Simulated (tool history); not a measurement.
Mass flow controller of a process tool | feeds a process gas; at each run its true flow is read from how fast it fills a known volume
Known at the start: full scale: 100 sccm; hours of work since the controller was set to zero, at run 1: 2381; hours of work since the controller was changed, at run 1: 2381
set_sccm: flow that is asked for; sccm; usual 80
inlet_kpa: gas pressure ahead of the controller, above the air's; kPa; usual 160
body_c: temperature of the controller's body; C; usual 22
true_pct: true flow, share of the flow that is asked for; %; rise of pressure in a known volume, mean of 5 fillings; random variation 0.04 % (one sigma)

run	hour	set_sccm	inlet_kpa	body_c	hours of work since the controller was set to zero	hours of work since the controller was changed	true_pct
1	0.0	80	160	22	2381	2381	99.32
2	64.5	80	160	22	2421	2421	99.37
3	136.1	80	160	22	2466	2466	99.29
4	230.2	80	160	22	2524	2524	99.24
5	284.0	80	160	22	2557	2557	99.27
6	371.7	80	160	22	2612	2612	99.35
7	422.5	80	160	22	2643	2643	99.30
8	509.8	80	160	22	2697	2697	99.32
9	580.3	80	160	22	2741	2741	99.29
10	660.3	80	160	22	2791	2791	99.38
11	711.2	29	160	22	2822	2822	98.92
12	799.0	29	160	22	2877	2877	98.93
13	881.5	29	160	22	2928	2928	99.03
14	978.6	80	160	22	2988	2988	99.37
15	1082.6	80	160	22	3053	3053	99.30
16	1133.6	80	160	22	3084	3084	99.23
17	1197.2	80	160	22	3124	3124	99.36
18	1284.7	80	160	22	3178	3178	99.36
19	1343.4	80	160	22	3214	3214	99.38
20	1401.1	80	160	35	3250	3250	100.84
21	1471.6	80	160	35	3294	3294	100.83
22	1515.9	80	160	35	3321	3321	100.90
23	1615.8	80	160	22	3383	3383	99.31
24	1688.5	80	160	22	3428	3428	99.36
25	1773.1	80	152	31	3481	3481	100.37
26	1828.5	80	152	31	3515	3515	100.49
27	1905.0	80	152	31	3563	3563	100.49
28	1997.2	80	152	31	3620	3620	100.47
29	2080.6	22	160	22	3672	3672	99.65
30	2131.4	30	262	22	3703	3703	98.79
31	2219.4	30	262	22	3758	3758	98.77
32	2272.9	12	261	20	3791	3791	100.73
33	2326.1	33	160	21	3824	3824	99.14
34	2383.1	33	160	21	3859	3859	99.13
35	2466.3	33	178	30	3911	3911	100.08
36	2564.9	33	178	30	3972	3972	100.00
37	2616.5	33	178	30	4004	4004	100.01
38	2688.0	33	178	30	4048	4048	100.01
39	2731.7	33	178	30	4075	4075	100.03
40	2773.8	33	211	30	4102	4102	99.94
41	2867.0	33	211	26	4159	4159	99.52
42	2959.5	33	211	26	4217	4217	99.54
43	3061.8	80	160	34	4280	4280	100.71
44	3145.5	35	272	30	4332	4332	99.73
45	3231.1	35	272	30	4385	4385	99.69
46	3294.7	35	272	30	4425	4425	99.83
47	3363.2	27	160	22	4467	4467	99.66

3 ways to go on from here, each from the tool as it stands after run 47. What would each give?
A	3435.3	14	160	22	4512	4512	?
B	3435.3	27	160	22	4512	4512	?
C	3435.3	12	160	22	4512	4512	?

run	true_pct
A	101.39
B	99.66
C	102.03
Without the tool's hidden state the same runs would have given:
run	true_pct
A	97.86
B	98.16
C	97.80

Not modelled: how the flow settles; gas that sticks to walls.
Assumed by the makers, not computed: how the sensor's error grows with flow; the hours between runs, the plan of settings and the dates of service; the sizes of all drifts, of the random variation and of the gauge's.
